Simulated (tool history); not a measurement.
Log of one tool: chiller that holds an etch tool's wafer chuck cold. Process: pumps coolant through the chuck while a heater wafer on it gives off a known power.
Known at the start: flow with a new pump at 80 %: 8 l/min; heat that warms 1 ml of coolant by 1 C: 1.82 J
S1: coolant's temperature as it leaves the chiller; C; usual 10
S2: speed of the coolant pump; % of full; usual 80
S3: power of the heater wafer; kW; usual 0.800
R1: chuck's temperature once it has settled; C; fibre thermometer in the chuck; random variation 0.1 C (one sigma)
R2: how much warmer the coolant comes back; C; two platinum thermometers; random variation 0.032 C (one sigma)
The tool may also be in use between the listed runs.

| run | hour | S1 | S2 | S3 | R1 | R2 |
|---|---|---|---|---|---|---|
| 1 | 0.0 | 10 | 80 | 0.800 | 16.1 | 3.37 |
| 2 | 33.3 | 10 | 80 | 0.800 | 16.1 | 3.36 |
| 3 | 50.7 | 10 | 80 | 0.800 | 16.1 | 3.38 |
| 4 | 65.9 | 10 | 80 | 0.800 | 16.0 | 3.45 |
| 5 | 82.9 | 10 | 80 | 0.800 | 16.1 | 3.41 |
| 6 | 111.8 | 10 | 80 | 0.800 | 16.1 | 3.41 |
| 7 | 147.6 | 8 | 73 | 1.102 | 16.7 | 5.13 |
| 8 | 179.6 | 13 | 80 | 0.446 | 16.4 | 2.02 |
| 9 | 205.8 | 13 | 80 | 0.446 | 16.4 | 2.10 |
| 10 | 232.8 | 13 | 80 | 0.446 | 16.5 | 2.11 |

Run 11 comes next. What will it give?
| 11 | 264.0 | 10 | 80 | 0.840 | ? | ? |

{"run 11": {"R1": 16.3, "R2": 3.74}}
Without the tool's hidden state the same run would have given R1 16.3 C, R2 3.45 C.
